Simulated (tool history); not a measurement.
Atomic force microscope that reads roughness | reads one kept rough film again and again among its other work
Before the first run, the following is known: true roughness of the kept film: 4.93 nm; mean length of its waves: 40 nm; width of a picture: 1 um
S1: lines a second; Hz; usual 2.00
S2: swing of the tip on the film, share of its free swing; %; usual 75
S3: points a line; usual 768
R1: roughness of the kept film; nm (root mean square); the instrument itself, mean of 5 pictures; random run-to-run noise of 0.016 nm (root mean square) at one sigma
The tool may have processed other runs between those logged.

Run 1, hour 0.0: usual settings. Result: R1 3.829 nm (root mean square).
Run 2, hour 31.3: usual settings. Result: R1 3.741 nm (root mean square).
Run 3, hour 67.2: usual settings. Result: R1 3.658 nm (root mean square).
Run 4, hour 93.5: usual settings. Result: R1 3.612 nm (root mean square).
Run 5, hour 120.1: usual settings but S2 85 %. Result: R1 3.254 nm (root mean square).
Run 6, hour 158.5: usual settings but S2 85 %. Result: R1 3.163 nm (root mean square).
At hour 185.4: new tip fitted.
Run 7, hour 189.8: usual settings but S2 68 %. Result: R1 4.026 nm (root mean square).
Run 8, hour 229.3: usual settings but S2 68 %. Result: R1 3.913 nm (root mean square).
Run 9, hour 270.1: usual settings but S2 68 %. Result: R1 3.844 nm (root mean square).
Run 10, hour 294.1: usual settings but S2 68 %, S3 318. Result: R1 3.735 nm (root mean square).
Run 11, hour 330.3: usual settings. Result: R1 3.522 nm (root mean square).
Run 12, hour 353.6: usual settings. Result: R1 3.479 nm (root mean square).
At hour 378.1: new tip fitted.
Run 13, hour 389.2: usual settings. Result: R1 3.774 nm (root mean square).
Run 14, hour 410.4: usual settings but S3 526. Result: R1 3.739 nm (root mean square).
Run 15, hour 431.5: usual settings. Result: R1 3.673 nm (root mean square).
Run 16, hour 458.2: usual settings but S1 1.82 Hz. Result: R1 3.676 nm (root mean square).
Run 17, hour 496.5: usual settings but S1 1.82 Hz. Result: R1 3.623 nm (root mean square).
Run 18, hour 524.7: usual settings. Result: R1 3.511 nm (root mean square).
Run 19, hour 556.0: usual settings but S1 2.67 Hz. Result: R1 3.249 nm (root mean square).
At hour 570.9: new tip fitted.
Run 20, hour 596.0: usual settings. Result: R1 3.780 nm (root mean square).
Run 21, hour 632.7: usual settings. Result: R1 3.692 nm (root mean square).
Run 22, hour 661.7: usual settings but S1 1.64 Hz. Result: R1 3.729 nm (root mean square).
Run 23, hour 699.9: usual settings but S1 1.72 Hz. Result: R1 3.598 nm (root mean square).
Run 24, hour 729.6: usual settings. Result: R1 3.499 nm (root mean square).
Run 25, hour 753.6: usual settings. Result: R1 3.413 nm (root mean square).
At hour 763.0: new tip fitted.
Run 26, hour 772.3: usual settings but S2 83 %. Result: R1 3.538 nm (root mean square).
Run 27, hour 809.1: usual settings but S2 83 %. Result: R1 3.470 nm (root mean square).
Run 28, hour 849.2: usual settings but S1 2.75 Hz, S2 80 %, S3 681. Result: R1 3.275 nm (root mean square).
Run 29, hour 872.4: usual settings but S1 2.75 Hz, S2 80 %, S3 681. Result: R1 3.195 nm (root mean square).
Run 30, hour 889.5: usual settings but S1 1.28 Hz, S2 71 %, S3 592. Result: R1 3.787 nm (root mean square).
Run 31, hour 927.1: usual settings but S2 89 %, S3 280. Result: R1 3.013 nm (root mean square).
Run 32, hour 954.0: usual settings but S2 64 %, S3 271. Result: R1 3.644 nm (root mean square).
At hour 957.8: new tip fitted.
Run 33, hour 984.7: usual settings but S1 2.22 Hz, S2 76 %, S3 870. Result: R1 3.669 nm (root mean square).
Run 34, hour 1005.4: usual settings but S1 3.82 Hz, S2 67 %, S3 420. Result: R1 3.620 nm (root mean square).
Run 35, hour 1043.4: usual settings but S1 3.82 Hz, S2 67 %, S3 420. Result: R1 3.534 nm (root mean square).
Run 36, hour 1084.1: usual settings but S1 3.82 Hz, S2 67 %, S3 420. Result: R1 3.420 nm (root mean square).
Run 37, hour 1101.8: usual settings but S1 0.67 Hz, S2 86 %, S3 838. Result: R1 3.767 nm (root mean square).
Run 38, hour 1138.9: usual settings but S1 0.67 Hz, S2 86 %, S3 838. Result: R1 3.665 nm (root mean square).
At hour 1150.3: new tip fitted.
Run 39, hour 1163.9: usual settings but S1 0.67 Hz, S2 86 %, S3 838. Result: R1 4.023 nm (root mean square).
Run 40, hour 1201.4: usual settings but S1 1.10 Hz, S2 79 %, S3 844. Result: R1 3.877 nm (root mean square).
Run 41, hour 1220.5: usual settings but S2 84 %, S3 305. Result: R1 3.338 nm (root mean square).
Run 42, hour 1246.6: usual settings but S2 84 %, S3 305. Result: R1 3.311 nm (root mean square).
Run 43, hour 1283.8: usual settings but S2 84 %, S3 305. Result: R1 3.226 nm (root mean square).
Run 44, hour 1320.3: usual settings but S1 1.21 Hz, S2 65 %, S3 345. Result: R1 3.782 nm (root mean square).
At hour 1343.9: new tip fitted.
Run 45, hour 1354.6: usual settings but S1 2.86 Hz, S2 64 %, S3 257. Result: R1 3.903 nm (root mean square).
Run 46, hour 1374.0: usual settings but S2 67 %, S3 487. Result: R1 3.959 nm (root mean square).
Run 47, hour 1405.6: usual settings but S2 67 %, S3 487. Result: R1 3.881 nm (root mean square).

Run 48 is up next; what results do you expect?
Run 48, hour 1431.8: usual settings but S2 67 %, S3 487. Result: R1 ?.

{"run 48": {"R1": 3.834}}
Without the tool's hidden state the same run would have given R1 4.118 nm (root mean square).

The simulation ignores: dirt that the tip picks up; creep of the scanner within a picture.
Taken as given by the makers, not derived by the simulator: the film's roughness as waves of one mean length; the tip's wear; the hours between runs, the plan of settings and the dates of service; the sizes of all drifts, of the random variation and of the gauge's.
